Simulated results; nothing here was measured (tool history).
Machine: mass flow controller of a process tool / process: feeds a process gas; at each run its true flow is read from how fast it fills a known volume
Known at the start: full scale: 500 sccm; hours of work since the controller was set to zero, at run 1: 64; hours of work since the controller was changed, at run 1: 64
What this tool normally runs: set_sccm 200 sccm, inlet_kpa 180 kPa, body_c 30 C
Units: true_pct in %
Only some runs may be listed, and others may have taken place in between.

run    hour  set_sccm  inlet_kpa  body_c  hours of work since the controller was set to zero  hours of work since the controller was changed  true_pct
  1       0       200        180      30                                                  64                                              64     99.24
  2    83.2       200        181      30                                                 107                                             107     99.31
  3   166.2       200        181      30                                                 149                                             149     99.37
  4   248.7       200        180      30                                                 191                                             191     99.28
  5   321.1       200        180      30                                                 228                                             228     99.23
  6   392.9       200        180      30                                                 264                                             264     99.22
  7   442.6       200        180      30                                                 289                                             289     99.37
  8   520.7       200        180      30                                                 329                                             329     99.36
  9   580.8       200        180      30                                                 360                                             360     99.39
 10   621.8       146        180      30                                                 381                                             381     99.33
 11   659.7       146        180      30                                                 400                                             400     99.22
 12   740.6       146        180      30                                                 441                                             441     99.24
 13   789.2       146        180      30                                                 466                                             466     99.31
 14   834.2        77        180      23                                                 489                                             489     99.81
 15   914.6        77        180      23                                                 530                                             530     99.86
 16     999       241        203      31                                                 573                                             573     99.63
 17  1058.4       241        203      31                                                 603                                             603     99.62
 18  1095.8       241        203      31                                                 622                                             622     99.59
 19  1159.8       241        203      31                                                 654                                             654     99.62
 20  1242.3       241        203      31                                                 696                                             696     99.78
 21  1312.1        54        213      30                                                 732                                             732     99.68

Some steps in true_pct between neighbouring runs. How much of each would the tool show without its hidden state too (settings, what came in, random variation), and how much is left for the hidden state, with any gauge scatter that isn't in both results?
Hidden conditions of the tool in this case: flow at rest that the sensor doesn't see, % of full scale; true flow over the shown one, %; drift of the gauge itself on true_pct, %.
Run 13 -> 14: set_sccm 146 -> 77, body_c 30 -> 23. true_pct +0.5 %: hidden state +0.07, all else +0.43.
Run 15 -> 16: set_sccm 77 -> 241, inlet_kpa 180 -> 203, body_c 23 -> 31. true_pct -0.23 %: hidden state -0.08, all else -0.15.
Run 20 -> 21: set_sccm 241 -> 54, inlet_kpa 203 -> 213, body_c 31 -> 30. true_pct -0.1 %: hidden state +0.22, all else -0.32.
